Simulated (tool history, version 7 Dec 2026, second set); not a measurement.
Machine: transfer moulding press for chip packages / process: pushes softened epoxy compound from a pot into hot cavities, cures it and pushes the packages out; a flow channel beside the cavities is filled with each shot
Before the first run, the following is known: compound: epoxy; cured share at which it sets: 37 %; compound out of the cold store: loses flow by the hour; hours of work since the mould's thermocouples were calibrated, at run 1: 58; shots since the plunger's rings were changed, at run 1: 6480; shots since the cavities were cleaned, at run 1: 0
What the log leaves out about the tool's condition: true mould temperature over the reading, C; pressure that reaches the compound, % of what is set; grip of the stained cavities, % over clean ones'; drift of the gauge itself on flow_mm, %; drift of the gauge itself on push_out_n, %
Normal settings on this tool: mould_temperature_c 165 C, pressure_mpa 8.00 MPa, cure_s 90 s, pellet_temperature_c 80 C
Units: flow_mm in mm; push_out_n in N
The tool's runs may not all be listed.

| run | hour | mould_temperature_c | pressure_mpa | cure_s | pellet_temperature_c | hours of work since the mould's thermocouples were calibrated | shots since the plunger's rings were changed | shots since the cavities were cleaned | incoming compound's hours out of the cold store | flow_mm | push_out_n |
|---|---|---|---|---|---|---|---|---|---|---|---|
| 1 | 0.0 | 165 | 8.00 | 90 | 80 | 58 | 6480 | 0 | 37.6 | 825 | 480 |
|  | 16.0 | plunger's sealing rings changed |
| 2 | 35.4 | 165 | 8.00 | 90 | 80 | 78 | 232 | 393 | 35.2 | 936 | 748 |
| 3 | 92.7 | 165 | 6.20 | 90 | 80 | 113 | 919 | 1080 | 16.0 | 900 | 836 |
|  | 103.3 | cavities cleaned with cleaning compound and waxed |
| 4 | 152.2 | 165 | 6.20 | 126 | 80 | 149 | 1615 | 587 | 29.3 | 831 | 712 |
| 5 | 191.2 | 165 | 6.20 | 126 | 80 | 172 | 2082 | 1054 | 25.2 | 858 | 714 |
|  | 206.3 | cavities cleaned with cleaning compound and waxed |
| 6 | 265.2 | 165 | 8.00 | 90 | 80 | 217 | 2952 | 706 | 29.5 | 941 | 794 |
|  | 312.4 | cavities cleaned with cleaning compound and waxed |
| 7 | 317.2 | 165 | 9.58 | 86 | 80 | 247 | 3557 | 58 | 39.4 | 949 | 579 |
|  | 361.5 | cavities cleaned with cleaning compound and waxed, once more |
| 8 | 383.8 | 168 | 6.57 | 86 | 89 | 287 | 4337 | 267 | 32.8 | 801 | 623 |
| 9 | 455.0 | 165 | 8.00 | 102 | 80 | 330 | 5191 | 1121 | 47.0 | 828 | 740 |
|  | 467.8 | cavities cleaned with cleaning compound and waxed |
| 10 | 498.1 | 171 | 9.06 | 127 | 80 | 356 | 5689 | 363 | 35.0 | 907 | 589 |
| 11 | 542.4 | 171 | 9.06 | 87 | 90 | 383 | 6220 | 894 | 27.7 | 914 | 700 |

Pick out some run-to-run changes in flow_mm. Of each, how much would a tool without hidden state show as well, from the settings, what came in and chance, and how much is left for the hidden state and any gauge scatter not in both results compared?
Run 1 -> 2: plunger's sealing rings changed. flow_mm +111 mm: hidden state +91, all else +20.
Run 7 -> 8: mould_temperature_c 165 -> 168, pressure_mpa 9.58 -> 6.57, pellet_temperature_c 80 -> 89, cavities cleaned with cleaning compound and waxed, once more. flow_mm -148 mm: hidden state -3, all else -145.
